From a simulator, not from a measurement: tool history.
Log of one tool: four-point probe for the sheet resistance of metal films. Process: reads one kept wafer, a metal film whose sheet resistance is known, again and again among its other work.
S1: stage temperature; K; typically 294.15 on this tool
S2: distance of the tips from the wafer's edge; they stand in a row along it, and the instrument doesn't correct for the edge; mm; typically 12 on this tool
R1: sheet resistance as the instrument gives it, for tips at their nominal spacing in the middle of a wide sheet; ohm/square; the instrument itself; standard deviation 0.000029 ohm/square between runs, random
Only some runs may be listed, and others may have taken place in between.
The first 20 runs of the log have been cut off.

run,hour,S1,S2,R1
21,298.0,300.15,51,0.143069
22,316.5,294.15,12,0.144316
23,335.3,294.15,12,0.144349
24,351.0,293.15,9,0.145112
25,364.3,293.15,9,0.145125
# hour 365.8: stage's thermometer calibrated
26,384.6,299.15,4,0.150475
27,398.9,303.15,5,0.147634
28,415.0,293.15,37,0.143696
29,426.5,298.15,59,0.143259
30,442.6,295.15,30,0.143534
31,456.8,302.15,4,0.150256
# hour 461.9: stage's thermometer calibrated, once more
32,476.8,301.15,52,0.143102
33,496.8,295.15,4,0.150820
34,511.9,295.15,68,0.143553
35,529.5,300.15,11,0.144201
36,544.7,292.15,14,0.144400
37,563.3,292.15,14,0.144467
# hour 575.6: new probe head fitted
38,582.1,291.15,9,0.144659

Alternative continuations, all from the tool just after run 38; predict every row:
A,592.1,293.15,9,?
B,592.1,295.15,48,?
C,592.1,300.15,28,?

run,R1
A,0.144441
B,0.142862
C,0.142592
Take away the tool's hidden state, keep each run's random variation, and the runs would have read:
run,R1
A,0.144115
B,0.142539
C,0.142270
